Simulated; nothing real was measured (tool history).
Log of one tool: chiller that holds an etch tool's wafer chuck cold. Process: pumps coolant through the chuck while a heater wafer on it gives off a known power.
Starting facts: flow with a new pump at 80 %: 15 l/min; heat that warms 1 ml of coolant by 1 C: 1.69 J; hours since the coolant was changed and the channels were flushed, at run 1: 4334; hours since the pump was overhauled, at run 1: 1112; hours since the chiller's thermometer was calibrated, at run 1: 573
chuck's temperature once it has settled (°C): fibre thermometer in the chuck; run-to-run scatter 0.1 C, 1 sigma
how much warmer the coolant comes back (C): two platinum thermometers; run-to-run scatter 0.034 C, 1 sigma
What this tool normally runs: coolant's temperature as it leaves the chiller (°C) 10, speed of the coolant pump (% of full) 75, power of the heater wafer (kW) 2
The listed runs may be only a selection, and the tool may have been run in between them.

run    hour  coolant's temperature as it leaves the chiller (°C)  speed of the coolant pump (% of full)  power of the heater wafer (kW)  hours since the coolant was changed and the channels were flushed  hours since the pump was overhauled  hours since the chiller's thermometer was calibrated  chuck's temperature once it has settled (°C)  how much warmer the coolant comes back (C)
  1       0                                                   10                                     75                               2                                                               4334                                 1112                                                   573                                          31.9                                        5.04
  2    42.1                                                   10                                     75                           1.058                                                               4376                                 1154                                                   615                                          21.5                                        2.75
  3      69                                                   11                                     75                               2                                                               4403                                 1181                                                   642                                          32.9                                        5.06
  4   111.4                                                   11                                     75                               2                                                               4445                                 1223                                                   685                                          32.9                                        5.06
  5   138.9                                                   11                                     75                               2                                                               4473                                 1250                                                   712                                            33                                        5.18
  6   186.6                                                   11                                     75                               2                                                               4520                                 1298                                                   760                                          33.1                                        5.09
  7     219                                                   11                                     75                               2                                                               4553                                 1331                                                   792                                            33                                        5.16
  8   258.8                                                   10                                     75                               2                                                               4593                                 1370                                                   832                                          32.1                                        5.17
  9   290.2                                                   10                                     75                               2                                                               4624                                 1402                                                   863                                          31.8                                        5.23
 10   327.5                                                   10                                     64                               2                                                               4661                                 1439                                                   901                                          34.8                                        6.17
 11   358.4                                                   10                                     64                               2                                                               4692                                 1470                                                   932                                          34.8                                        6.22
 12   416.8                                                   10                                     64                               2                                                               4751                                 1528                                                   990                                          34.7                                        6.23
 13   465.6                                                   10                                     64                               2                                                               4799                                 1577                                                  1039                                          34.6                                        6.22
 14   510.1                                                   10                                     75                               2                                                               4844                                 1622                                                  1083                                          31.7                                        5.28
 15     541                                                   10                                     75                               2                                                               4875                                 1653                                                  1114                                            32                                        5.36
 16   570.2                                                   10                                     75                               2                                                               4904                                 1682                                                  1143                                          31.8                                        5.32
 17   600.4                                                   10                                     75                               2                                                               4934                                 1712                                                  1174                                          31.9                                        5.36
 18   628.2                                                    9                                     83                           2.094                                                               4962                                 1740                                                  1201                                          30.3                                        5.07
 19   677.4                                                   10                                     75                           2.474                                                               5011                                 1789                                                  1251                                          36.9                                        6.58
 20     730                                                   10                                     75                           2.474                                                               5064                                 1842                                                  1303                                          37.1                                        6.62
      764.3  -- gauge calibrated
 21   764.3                                                    2                                     62                           1.333                                                               5098                                 1876                                                  1337                                          18.8                                         4.1
 22   808.9                                                    2                                     62                           1.333                                                               5143                                 1920                                                  1382                                          18.9                                        4.16
 23   858.2                                                    2                                     64                           2.004                                                               5192                                 1970                                                  1431                                          26.8                                           6
 24   885.2                                                   12                                     75                           1.106                                                               5219                                 1997                                                  1458                                          24.1                                        2.87
 25   925.8                                                   10                                     81                           2.742                                                               5260                                 2037                                                  1499                                          38.3                                        6.48
 26   962.3                                                    1                                     67                           2.742                                                               5296                                 2074                                                  1535                                            34                                        7.96
 27  1015.1                                                    3                                     62                           1.431                                                               5349                                 2127                                                  1588                                          21.2                                        4.54
 28    1055                                                   10                                     79                               2                                                               5389                                 2166                                                  1628                                            31                                        4.95
 29  1105.8                                                   17                                     60                               2                                                               5440                                 2217                                                  1679                                            43                                        6.48
 30  1142.4                                                   15                                     60                               2                                                               5476                                 2254                                                  1716                                          41.2                                         6.6
 31  1191.6                                                   15                                     81                           1.582                                                               5525                                 2303                                                  1765                                          31.3                                        3.94

Alternative continuations, all from the tool just after run 31; predict every row:
  A  1242.7                                                   10                                     75                           2.046                                                               5577                                 2354                                                  1816                                             ?                                           ?
  B  1242.7                                                    3                                     70                           1.582                                                               5577                                 2354                                                  1816                                             ?                                           ?
  C  1242.7                                                    2                                     61                           1.963                                                               5577                                 2354                                                  1816                                             ?                                           ?

run  chuck's temperature once it has settled (°C)  how much warmer the coolant comes back (C)
  A                                          32.4                                        5.34
  B                                          21.6                                        4.53
  C                                          27.3                                        6.43
Without the tool's hidden state the same runs would have given:
run  chuck's temperature once it has settled (°C)  how much warmer the coolant comes back (C)
  A                                          32.4                                        5.09
  B                                          21.6                                        4.28
  C                                          27.3                                        6.17
